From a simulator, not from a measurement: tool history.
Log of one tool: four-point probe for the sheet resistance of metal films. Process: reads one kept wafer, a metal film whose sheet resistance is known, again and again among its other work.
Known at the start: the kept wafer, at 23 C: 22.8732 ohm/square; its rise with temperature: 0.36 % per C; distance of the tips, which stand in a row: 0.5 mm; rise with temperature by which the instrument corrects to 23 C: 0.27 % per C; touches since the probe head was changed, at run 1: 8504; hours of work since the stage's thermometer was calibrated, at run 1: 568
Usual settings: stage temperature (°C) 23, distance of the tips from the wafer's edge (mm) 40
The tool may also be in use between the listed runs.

run	day	stage temperature (°C)	distance of the tips from the wafer's edge (mm)	touches since the probe head was changed	hours of work since the stage's thermometer was calibrated	sheet resistance as the instrument gives it (ohm/square)
1	0.000	23	40	8504	568	22.867028
2	0.638	23	40	9106	578	22.870887
3	1.562	23	40	9982	593	22.879895
4	2.604	23	40	10967	610	22.874619
5	3.712	23	40	12014	629	22.893579
6	4.858	23	40	13101	648	22.894802
7	6.192	23	40	14361	670	22.891396
8	7.508	23	40	15606	691	22.906482
9	8.050	23	7	16118	700	22.966932
10	9.079	23	40	17092	717	22.922664
11	10.042	23	40	18002	733	22.912800
12	10.612	23	40	18543	743	22.922208
13	11.708	23	40	19581	761	22.926865
14	12.421	23	61	20252	772	22.928754
15	13.088	23	40	20884	783	22.935146
16	14.396	26	40	22122	805	22.994805
17	15.062	23	40	22750	816	22.948061
18	15.679	23	40	23337	826	22.940907
19	16.646	18	40	24250	842	22.852781
20	17.483	23	4	25042	856	23.143917
21	18.421	21	65	25928	871	22.913195
22	19.300	29	26	26761	886	23.082458
23	20.096	23	4	27515	899	23.154997
24	21.404	31	57	28750	920	23.135587
25	22.525	29	10	29811	939	23.123876
26	23.746	24	4	30964	959	23.202985
27	24.946	19	6	32100	979	22.986836
28	26.071	19	6	33166	997	22.997632
29	26.783	19	22	33838	1009	22.912702
30	28.038	19	22	35026	1030	22.922121
31	28.704	19	22	35657	1041	22.935093
32	29.492	24	51	36403	1054	23.031877
33	30.333	33	9	37198	1068	23.257319
34	31.608	28	9	38402	1089	23.160752
35	32.312	33	7	39068	1100	23.279734
36	32.892	35	40	39619	1110	23.270310

5 ways to go on from here, each from the tool as it stands after run 36. What would each give?
A	34.012	26	19	40677	1128	?
B	34.012	23	26	40677	1128	?
C	34.012	19	8	40677	1128	?
D	34.012	24	34	40677	1128	?
E	34.012	18	5	40677	1128	?

run	sheet resistance as the instrument gives it (ohm/square)
A	23.098657
B	23.036999
C	22.985570
D	23.055723
E	23.041759
Without the tool's hidden state the same runs would have given:
run	sheet resistance as the instrument gives it (ohm/square)
A	22.941556
B	22.879967
C	22.828430
D	22.898680
E	22.884144
